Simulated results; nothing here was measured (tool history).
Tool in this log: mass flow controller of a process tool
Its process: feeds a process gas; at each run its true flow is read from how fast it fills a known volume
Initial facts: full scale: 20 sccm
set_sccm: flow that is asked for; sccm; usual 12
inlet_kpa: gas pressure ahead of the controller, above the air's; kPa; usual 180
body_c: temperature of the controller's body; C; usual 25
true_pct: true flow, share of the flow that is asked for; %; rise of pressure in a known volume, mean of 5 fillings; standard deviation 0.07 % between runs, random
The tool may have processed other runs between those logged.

{"run": 1, "hour": 0.0, "set_sccm": 12, "inlet_kpa": 180, "body_c": 25, "true_pct": 99.37}
{"run": 2, "hour": 186.0, "set_sccm": 10, "inlet_kpa": 180, "body_c": 25, "true_pct": 99.09}
{"run": 3, "hour": 313.6, "set_sccm": 10, "inlet_kpa": 180, "body_c": 25, "true_pct": 98.99}
{"run": 4, "hour": 457.6, "set_sccm": 12, "inlet_kpa": 180, "body_c": 25, "true_pct": 99.04}
{"run": 5, "hour": 752.3, "set_sccm": 12, "inlet_kpa": 180, "body_c": 25, "true_pct": 99.02}
{"run": 6, "hour": 944.7, "set_sccm": 12, "inlet_kpa": 180, "body_c": 25, "true_pct": 99.08}
{"run": 7, "hour": 1090.4, "set_sccm": 12, "inlet_kpa": 180, "body_c": 25, "true_pct": 99.16}
{"run": 8, "hour": 1254.5, "set_sccm": 12, "inlet_kpa": 180, "body_c": 25, "true_pct": 98.85}
{"run": 9, "hour": 1455.0, "set_sccm": 12, "inlet_kpa": 272, "body_c": 25, "true_pct": 98.69}
{"run": 10, "hour": 1646.8, "set_sccm": 2, "inlet_kpa": 180, "body_c": 25, "true_pct": 97.94}
{"run": 11, "hour": 1877.1, "set_sccm": 12, "inlet_kpa": 180, "body_c": 39, "true_pct": 99.97}
{"run": 12, "hour": 2026.9, "set_sccm": 12, "inlet_kpa": 180, "body_c": 39, "true_pct": 100.06}
{"run": 13, "hour": 2191.3, "set_sccm": 12, "inlet_kpa": 180, "body_c": 39, "true_pct": 99.87}
{"run": 14, "hour": 2479.4, "set_sccm": 12, "inlet_kpa": 262, "body_c": 22, "true_pct": 98.2}
{"run": 15, "hour": 2634.8, "set_sccm": 12, "inlet_kpa": 267, "body_c": 33, "true_pct": 99.15}
{"run": 16, "hour": 2817.5, "set_sccm": 2, "inlet_kpa": 267, "body_c": 26, "true_pct": 97.54}
{"run": 17, "hour": 3007.2, "set_sccm": 2, "inlet_kpa": 267, "body_c": 26, "true_pct": 97.5}
{"run": 18, "hour": 3211.2, "set_sccm": 13, "inlet_kpa": 180, "body_c": 31, "true_pct": 99.14}
{"run": 19, "hour": 3367.4, "set_sccm": 9, "inlet_kpa": 180, "body_c": 25, "true_pct": 98.13}
{"run": 20, "hour": 3564.3, "set_sccm": 4, "inlet_kpa": 220, "body_c": 33, "true_pct": 98.22}
{"run": 21, "hour": 3695.9, "set_sccm": 5, "inlet_kpa": 166, "body_c": 24, "true_pct": 97.69}
{"run": 22, "hour": 3878.4, "set_sccm": 5, "inlet_kpa": 166, "body_c": 24, "true_pct": 97.85}
{"run": 23, "hour": 4106.1, "set_sccm": 5, "inlet_kpa": 166, "body_c": 24, "true_pct": 97.71}
{"run": 24, "hour": 4340.1, "set_sccm": 12, "inlet_kpa": 169, "body_c": 27, "true_pct": 98.44}
{"run": 25, "hour": 4551.2, "set_sccm": 2, "inlet_kpa": 180, "body_c": 25, "true_pct": 97.22}
{"run": 26, "hour": 4724.3, "set_sccm": 2, "inlet_kpa": 180, "body_c": 35, "true_pct": 97.96}

4 ways to go on from here, each from the tool as it stands after run 26. What would each give?
{"run": "A", "hour": 4958.2, "set_sccm": 2, "inlet_kpa": 180, "body_c": 21, "true_pct": "?"}
{"run": "B", "hour": 4958.2, "set_sccm": 12, "inlet_kpa": 251, "body_c": 25, "true_pct": "?"}
{"run": "C", "hour": 4958.2, "set_sccm": 3, "inlet_kpa": 180, "body_c": 35, "true_pct": "?"}
{"run": "D", "hour": 4958.2, "set_sccm": 10, "inlet_kpa": 173, "body_c": 40, "true_pct": "?"}

run=A true_pct=96.91
run=B true_pct=98.01
run=C true_pct=98.25
run=D true_pct=99.27
What these runs would have given with no unlogged condition in the tool:
run=A true_pct=97.97
run=B true_pct=99.10
run=C true_pct=99.34
run=D true_pct=100.38
